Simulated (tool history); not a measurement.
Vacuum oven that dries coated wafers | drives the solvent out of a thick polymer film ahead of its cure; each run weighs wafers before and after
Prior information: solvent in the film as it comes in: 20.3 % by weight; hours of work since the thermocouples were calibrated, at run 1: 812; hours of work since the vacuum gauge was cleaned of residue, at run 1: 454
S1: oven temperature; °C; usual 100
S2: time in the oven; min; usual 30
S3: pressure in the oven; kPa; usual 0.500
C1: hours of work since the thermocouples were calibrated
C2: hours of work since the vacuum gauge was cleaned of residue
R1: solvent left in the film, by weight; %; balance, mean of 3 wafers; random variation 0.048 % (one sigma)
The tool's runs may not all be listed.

run	hour	S1	S2	S3	C1	C2	R1
1	0.0	100	30	0.500	812	454	4.76
2	31.0	100	30	0.500	831	473	4.69
3	55.2	100	30	0.500	846	488	4.83
4	81.8	100	30	0.500	862	504	4.74
5	101.7	100	24	0.500	874	516	5.98
6	130.2	100	24	0.500	892	534	5.99
7	160.8	100	30	0.500	911	552	4.74
8	174.1	100	15	0.500	919	560	8.74
9	190.8	100	15	0.500	929	571	8.65
10	208.2	100	15	0.500	940	581	8.62
11	228.9	100	15	0.500	952	594	8.86
12	245.8	100	30	0.500	963	604	4.77
13	260.0	100	20	0.500	971	613	7.10
14	285.6	113	20	0.500	987	629	2.82
15	303.3	113	20	0.500	998	640	2.82
16	326.5	100	30	0.500	1012	654	4.73
# hour 338.0: oven's thermocouples calibrated
17	345.3	100	30	0.500	4	664	4.82
18	358.6	100	30	0.500	13	672	4.72
19	383.1	100	30	0.500	28	687	4.75
20	400.1	100	30	0.500	38	698	4.77
21	417.2	100	30	0.500	49	708	4.72
22	440.5	100	30	0.500	63	722	4.77
23	456.9	89	21	0.354	73	732	10.33
24	470.6	89	21	0.354	81	741	10.56
25	501.3	89	21	0.354	100	760	10.28
26	517.1	100	26	0.341	110	769	5.39
27	533.8	103	44	0.725	120	780	2.59
28	559.9	103	48	1.213	136	796	2.97
29	573.6	113	32	0.511	144	804	1.34
30	588.9	94	20	0.676	154	813	9.32
31	602.9	94	20	0.676	162	822	9.42
32	632.1	112	20	1.858	180	840	4.54
33	649.8	112	20	1.858	191	851	4.51
34	673.2	112	20	1.858	205	865	4.50
35	695.3	99	30	0.500	219	878	5.09
36	717.6	100	34	1.592	233	892	5.66
37	739.4	91	34	0.893	246	906	7.98
38	753.4	94	29	0.367	254	914	6.83
39	774.1	94	29	0.367	267	927	6.85
40	798.9	100	29	0.500	282	942	4.92
41	816.9	101	51	0.291	293	953	1.80
42	839.5	97	54	1.146	307	967	3.92
43	856.7	100	21	1.693	318	977	8.35
44	869.9	100	21	1.693	326	985	8.25

For each entry between runs, how does the tool's hidden state at the last listed run before it compare with that at the first listed run after it?
From run 16 to run 17: oven's thermocouples calibrated (hour 338.0)
  true wafer temperature over the reading, C: 0.05 -> -0.01
